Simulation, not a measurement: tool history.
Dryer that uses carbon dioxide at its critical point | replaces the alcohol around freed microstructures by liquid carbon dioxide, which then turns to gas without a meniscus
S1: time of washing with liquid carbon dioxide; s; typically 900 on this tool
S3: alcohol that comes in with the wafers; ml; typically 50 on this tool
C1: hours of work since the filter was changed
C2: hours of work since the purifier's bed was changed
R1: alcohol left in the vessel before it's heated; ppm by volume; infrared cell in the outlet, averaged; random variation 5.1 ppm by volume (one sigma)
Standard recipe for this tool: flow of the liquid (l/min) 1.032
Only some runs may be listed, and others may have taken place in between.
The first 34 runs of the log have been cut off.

run 35 hour=417.7 | S1=900 flow_of_the_liquid_(l/min)=1.21 S3=50 | C1=178 C2=658 | R1=137
run 36 hour=426.2 | S1=900 flow_of_the_liquid_(l/min)=0.82 S3=73 | C1=183 C2=663 | R1=567
run 37 hour=434.1 | S1=1380 flow_of_the_liquid_(l/min)=0.84 S3=34 | C1=188 C2=668 | R1=113
run 38 hour=445.1 | S1=1380 flow_of_the_liquid_(l/min)=0.64 S3=42 | C1=195 C2=675 | R1=218
run 39 hour=461 | S1=840 flow_of_the_liquid_(l/min)=1.32 S3=45 | C1=206 C2=685 | R1=127
run 40 hour=477.8 | S1=840 flow_of_the_liquid_(l/min)=1.32 S3=45 | C1=216 C2=696 | R1=125
run 41 hour=486.1 | S1=900 flow_of_the_liquid_(l/min)=1.32 S3=50 | C1=222 C2=702 | R1=125
run 42 hour=502.4 | S1=900 flow_of_the_liquid_(l/min)=1.32 S3=50 | C1=232 C2=712 | R1=125
run 43 hour=520.5 | S1=900 flow_of_the_liquid_(l/min)=1.32 S3=50 | C1=244 C2=724 | R1=136
run 44 hour=535.6 | S1=900 flow_of_the_liquid_(l/min)=1.32 S3=50 | C1=253 C2=733 | R1=132
run 45 hour=553.1 | S1=900 flow_of_the_liquid_(l/min)=1.32 S3=48 | C1=265 C2=744 | R1=135
run 46 hour=566.4 | S1=1020 flow_of_the_liquid_(l/min)=1.032 S3=118 | C1=273 C2=753 | R1=248
run 47 hour=581.1 | S1=720 flow_of_the_liquid_(l/min)=1.032 S3=78 | C1=283 C2=762 | R1=649

Below are 4 alternative next runs, each starting from the tool's condition after run 47. Predict each:
run A hour=596.1 | S1=1260 flow_of_the_liquid_(l/min)=1.2 S3=20 | C1=292 C2=772 | R1=?
run B hour=596.1 | S1=1200 flow_of_the_liquid_(l/min)=0.66 S3=68 | C1=292 C2=772 | R1=?
run C hour=596.1 | S1=720 flow_of_the_liquid_(l/min)=1.032 S3=38 | C1=292 C2=772 | R1=?
run D hour=596.1 | S1=660 flow_of_the_liquid_(l/min)=1.36 S3=71 | C1=292 C2=772 | R1=?

run=A R1=107
run=B R1=504
run=C R1=365
run=D R1=312
Stripped of hidden state, with their random variation kept, the same runs would have yielded:
run=A R1=0
run=B R1=247
run=C R1=160
run=D R1=120
